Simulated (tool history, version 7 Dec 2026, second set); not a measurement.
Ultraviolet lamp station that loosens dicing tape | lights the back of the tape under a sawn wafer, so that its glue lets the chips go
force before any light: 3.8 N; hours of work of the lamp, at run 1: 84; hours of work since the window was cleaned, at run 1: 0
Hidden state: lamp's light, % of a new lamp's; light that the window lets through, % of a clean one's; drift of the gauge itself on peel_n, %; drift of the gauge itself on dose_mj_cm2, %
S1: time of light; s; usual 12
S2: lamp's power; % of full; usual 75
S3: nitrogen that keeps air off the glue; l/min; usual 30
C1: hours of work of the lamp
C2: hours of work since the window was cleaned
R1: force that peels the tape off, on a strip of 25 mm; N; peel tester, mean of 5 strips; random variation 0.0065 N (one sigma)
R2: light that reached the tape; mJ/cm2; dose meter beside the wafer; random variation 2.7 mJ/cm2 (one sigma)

{"run": 1, "hour": 0.0, "S1": 12, "S2": 75, "S3": 30, "C1": 84, "C2": 0, "R1": 0.205, "R2": 349}
{"run": 2, "hour": 11.9, "S1": 12, "S2": 75, "S3": 30, "C1": 92, "C2": 8, "R1": 0.214, "R2": 348}
{"run": 3, "hour": 25.8, "S1": 12, "S2": 61, "S3": 30, "C1": 101, "C2": 17, "R1": 0.327, "R2": 288}
{"run": 4, "hour": 33.7, "S1": 22, "S2": 75, "S3": 30, "C1": 106, "C2": 22, "R1": 0.072, "R2": 642}
{"run": 5, "hour": 43.3, "S1": 14, "S2": 75, "S3": 30, "C1": 112, "C2": 28, "R1": 0.149, "R2": 409}
{"run": 6, "hour": 53.9, "S1": 12, "S2": 75, "S3": 30, "C1": 119, "C2": 35, "R1": 0.213, "R2": 350}
{"run": 7, "hour": 61.2, "S1": 12, "S2": 75, "S3": 30, "C1": 123, "C2": 40, "R1": 0.207, "R2": 351}
{"run": 8, "hour": 70.9, "S1": 12, "S2": 75, "S3": 30, "C1": 130, "C2": 46, "R1": 0.212, "R2": 351}
{"run": 9, "hour": 78.8, "S1": 12, "S2": 75, "S3": 30, "C1": 135, "C2": 51, "R1": 0.207, "R2": 354}
{"run": 10, "hour": 87.7, "S1": 12, "S2": 75, "S3": 30, "C1": 141, "C2": 57, "R1": 0.2, "R2": 352}
{"run": 11, "hour": 96.7, "S1": 12, "S2": 75, "S3": 30, "C1": 147, "C2": 63, "R1": 0.209, "R2": 353}
{"run": 12, "hour": 105.9, "S1": 6, "S2": 90, "S3": 15, "C1": 152, "C2": 69, "R1": 0.757, "R2": 208}
{"run": 13, "hour": 118.0, "S1": 16, "S2": 78, "S3": 19, "C1": 160, "C2": 77, "R1": 0.131, "R2": 486}
{"run": 14, "hour": 125.0, "S1": 16, "S2": 90, "S3": 16, "C1": 165, "C2": 81, "R1": 0.099, "R2": 564}
{"run": 15, "hour": 134.3, "S1": 12, "S2": 69, "S3": 11, "C1": 171, "C2": 87, "R1": 0.423, "R2": 320}
{"run": 16, "hour": 141.6, "S1": 12, "S2": 85, "S3": 38, "C1": 176, "C2": 92, "R1": 0.142, "R2": 394}
{"run": 17, "hour": 153.3, "S1": 12, "S2": 75, "S3": 32, "C1": 183, "C2": 99, "R1": 0.204, "R2": 354}

5 ways to go on from here, each from the tool as it stands after run 17. What would each give?
{"run": "A", "hour": 163.0, "S1": 14, "S2": 65, "S3": 20, "C1": 190, "C2": 106, "R1": "?", "R2": "?"}
{"run": "B", "hour": 163.0, "S1": 10, "S2": 75, "S3": 30, "C1": 190, "C2": 106, "R1": "?", "R2": "?"}
{"run": "C", "hour": 163.0, "S1": 12, "S2": 83, "S3": 24, "C1": 190, "C2": 106, "R1": "?", "R2": "?"}
{"run": "D", "hour": 163.0, "S1": 11, "S2": 61, "S3": 30, "C1": 190, "C2": 106, "R1": "?", "R2": "?"}
{"run": "E", "hour": 163.0, "S1": 8, "S2": 75, "S3": 30, "C1": 190, "C2": 106, "R1": "?", "R2": "?"}

run=A R1=0.248 R2=359
run=B R1=0.317 R2=295
run=C R1=0.174 R2=386
run=D R1=0.378 R2=263
run=E R1=0.474 R2=236
Without the tool's hidden state the same runs would have given:
run=A R1=0.247 R2=359
run=B R1=0.316 R2=295
run=C R1=0.174 R2=387
run=D R1=0.377 R2=263
run=E R1=0.473 R2=236
